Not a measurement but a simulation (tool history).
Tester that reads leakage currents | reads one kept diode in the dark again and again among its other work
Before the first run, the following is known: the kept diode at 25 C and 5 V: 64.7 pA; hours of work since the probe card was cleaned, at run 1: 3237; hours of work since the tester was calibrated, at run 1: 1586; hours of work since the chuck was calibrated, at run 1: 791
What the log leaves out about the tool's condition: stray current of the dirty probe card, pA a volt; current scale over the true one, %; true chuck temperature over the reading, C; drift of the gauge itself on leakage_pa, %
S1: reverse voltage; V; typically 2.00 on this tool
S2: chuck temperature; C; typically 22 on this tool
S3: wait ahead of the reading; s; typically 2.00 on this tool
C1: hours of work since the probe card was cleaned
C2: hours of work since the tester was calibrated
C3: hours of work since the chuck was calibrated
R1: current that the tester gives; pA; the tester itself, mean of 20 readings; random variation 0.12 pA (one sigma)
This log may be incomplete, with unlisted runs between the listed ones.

run      day     S1  S2    S3    C1    C2    C3      R1
  1    0.000   2.00  22  2.00  3237  1586   791   43.58
  2    4.750   2.00  22  2.00  3287  1635   841   44.11
  3   12.546   2.00  22  2.00  3369  1717   922   44.25
  4   16.279   2.00  22  2.00  3408  1756   962   44.42
  5   19.767   2.00  22  2.00  3444  1793   998   44.86
      24.296  -- probe card cleaned and baked
  6   25.967   2.00  22  2.00    18  1856  1062   39.69
  7   33.700   2.00  22  2.00    98  1937  1143   40.16
  8   40.662   2.00  22  2.00   171  2010  1215   40.84
  9   45.075   2.00  22  2.00   217  2056  1262   41.13
 10   52.012   2.00  34  2.00   290  2129  1334  112.65
 11   57.842   2.00  34  2.00   351  2190  1395  113.80
 12   61.600   2.00  34  2.21   390  2229  1435  114.53
      62.950  -- chuck's temperature calibrated
 13   66.783   2.00  47  2.00   444  2282    40  270.23
 14   73.571   2.00  47  2.00   515  2353   111  275.23
 15   78.242   2.00  47  2.00   564  2402   160  275.04
 16   82.721   2.00  47  2.00   611  2449   207  276.64
 17   85.883   2.00  47  2.00   644  2482   240  278.72
 18   91.767   2.00  47  2.00   705  2544   302  281.29
 19   98.938   2.00  47  2.00   780  2619   377  283.75
 20  105.454   2.00  47  2.00   848  2687   445  285.68
 21  112.554   1.06  22  2.00   923  2761   519   29.79
 22  117.517   2.00  22  9.46   975  2813   571   38.97
 23  121.096   2.00  22  9.46  1012  2851   609   39.11
 24  124.267   2.00  22  9.46  1045  2884   642   39.48
 25  129.054   3.72  25  0.30  1095  2934   692   69.98
 26  135.458   1.02  50  2.00  1162  3001   759  282.82
 27  139.088   1.02  50  2.00  1200  3039   797  286.39
 28  143.933   1.02  50  2.00  1251  3090   847  284.70
 29  150.158   1.02  50  2.00  1316  3155   913  288.31
 30  154.142   3.89  22  1.93  1358  3197   954   55.88
 31  160.267   2.00  22  0.90  1422  3261  1018   42.62
 32  166.521   1.40  42  1.12  1488  3326  1084  183.01
 33  170.829   1.40  42  1.12  1533  3371  1129  183.84
 34  178.329   8.73  24  3.84  1611  3450  1207   96.74
 35  185.529   1.10  22  2.00  1686  3525  1283   34.28
 36  192.167   3.91  40  3.39  1756  3595  1352  243.26
 37  198.321  10.27  26  1.10  1820  3659  1417  129.70
     201.058  -- chuck's temperature calibrated
 38  205.521   1.53  44  2.00  1895  3733    47  198.07
 39  213.350   2.00  41  0.33  1977  3815   129  178.91
 40  217.079   1.50  22  2.00  2016  3854   168   34.65
 41  222.392   2.47  27  4.31  2071  3910   223   64.59

Forecast each of these 3 alternatives for the next run:
  A  230.004  2.00  30  1.27  2151  3990  303   ?
  B  230.004  2.47  29  1.07  2151  3990  303   ?
  C  230.004  7.73  22  1.16  2151  3990  303   ?

run     R1
  A  76.77
  B  77.45
  C  76.95
Had the tool no hidden state, the same runs would have come out as:
run     R1
  A  70.24
  B  70.11
  C  60.91

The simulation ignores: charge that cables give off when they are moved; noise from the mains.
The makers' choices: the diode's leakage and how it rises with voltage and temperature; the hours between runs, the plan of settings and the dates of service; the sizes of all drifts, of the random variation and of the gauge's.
